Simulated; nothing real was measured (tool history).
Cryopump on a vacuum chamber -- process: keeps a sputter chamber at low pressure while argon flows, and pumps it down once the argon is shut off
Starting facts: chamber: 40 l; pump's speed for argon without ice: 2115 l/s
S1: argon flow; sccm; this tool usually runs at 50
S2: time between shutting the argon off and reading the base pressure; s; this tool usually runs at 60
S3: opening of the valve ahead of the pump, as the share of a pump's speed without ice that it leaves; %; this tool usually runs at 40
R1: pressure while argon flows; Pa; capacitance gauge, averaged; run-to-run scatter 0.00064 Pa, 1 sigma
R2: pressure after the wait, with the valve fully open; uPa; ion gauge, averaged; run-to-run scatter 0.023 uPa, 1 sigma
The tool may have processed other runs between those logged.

| run | hour | S1 | S2 | S3 | R1 | R2 |
|---|---|---|---|---|---|---|
| 1 | 0.0 | 50 | 60 | 40 | 0.1027 | 0.91 |
| 2 | 16.2 | 23 | 60 | 40 | 0.0472 | 0.97 |
| 3 | 28.5 | 26 | 60 | 40 | 0.0537 | 0.91 |
| 4 | 40.0 | 50 | 60 | 40 | 0.1025 | 0.89 |
| 5 | 58.5 | 43 | 60 | 40 | 0.0899 | 0.90 |
| 6 | 69.3 | 43 | 60 | 40 | 0.0879 | 0.92 |
| 7 | 83.3 | 43 | 60 | 40 | 0.0889 | 0.87 |
| 8 | 104.9 | 43 | 60 | 40 | 0.0887 | 0.93 |
| 9 | 122.4 | 43 | 60 | 40 | 0.0886 | 0.89 |
| 10 | 134.9 | 43 | 60 | 40 | 0.0885 | 0.96 |
| 11 | 144.3 | 43 | 60 | 40 | 0.0870 | 0.91 |
| 12 | 155.2 | 24 | 60 | 40 | 0.0501 | 0.95 |
| 13 | 173.8 | 24 | 60 | 40 | 0.0500 | 0.92 |
| 14 | 189.8 | 24 | 60 | 40 | 0.0489 | 0.93 |
| 15 | 208.5 | 50 | 60 | 40 | 0.1034 | 0.89 |
| 16 | 221.3 | 50 | 60 | 40 | 0.1033 | 0.94 |
| 17 | 242.9 | 50 | 60 | 40 | 0.1044 | 0.93 |
| 18 | 253.9 | 50 | 60 | 40 | 0.1029 | 0.92 |
| 19 | 273.5 | 53 | 60 | 33 | 0.1317 | 0.94 |
| 20 | 283.0 | 34 | 79 | 40 | 0.0710 | 0.80 |
| 21 | 299.1 | 38 | 60 | 40 | 0.0789 | 0.90 |
| 22 | 313.0 | 38 | 60 | 40 | 0.0782 | 0.88 |
| 23 | 324.6 | 38 | 60 | 40 | 0.0776 | 0.94 |
| 24 | 334.3 | 52 | 78 | 26 | 0.1644 | 0.78 |
| 25 | 344.9 | 52 | 78 | 26 | 0.1617 | 0.80 |
| 26 | 356.5 | 73 | 189 | 30 | 0.2001 | 0.44 |
| 27 | 375.5 | 43 | 24 | 48 | 0.0755 | 1.84 |
| 28 | 395.5 | 75 | 50 | 21 | 0.2932 | 1.11 |
| 29 | 414.9 | 41 | 106 | 40 | 0.0849 | 0.67 |
| 30 | 432.2 | 50 | 37 | 21 | 0.1962 | 1.33 |
| 31 | 447.5 | 82 | 175 | 21 | 0.3198 | 0.53 |
| 32 | 468.7 | 37 | 175 | 49 | 0.0633 | 0.52 |
| 33 | 478.0 | 49 | 108 | 35 | 0.1157 | 0.62 |

5 ways to go on from here, each from the tool as it stands after run 33. What would each give?
| A | 496.0 | 88 | 104 | 28 | ? | ? |
| B | 496.0 | 40 | 179 | 24 | ? | ? |
| C | 496.0 | 34 | 25 | 35 | ? | ? |
| D | 496.0 | 33 | 47 | 40 | ? | ? |
| E | 496.0 | 46 | 256 | 43 | ? | ? |

| run | R1 | R2 |
|---|---|---|
| A | 0.2588 | 0.66 |
| B | 0.1361 | 0.50 |
| C | 0.0795 | 1.78 |
| D | 0.0696 | 1.11 |
| E | 0.0893 | 0.45 |
Take away the tool's hidden state, keep each run's random variation, and the runs would have read:
| run | R1 | R2 |
|---|---|---|
| A | 0.2511 | 0.49 |
| B | 0.1326 | 0.33 |
| C | 0.0765 | 1.62 |
| D | 0.0667 | 0.95 |
| E | 0.0853 | 0.28 |

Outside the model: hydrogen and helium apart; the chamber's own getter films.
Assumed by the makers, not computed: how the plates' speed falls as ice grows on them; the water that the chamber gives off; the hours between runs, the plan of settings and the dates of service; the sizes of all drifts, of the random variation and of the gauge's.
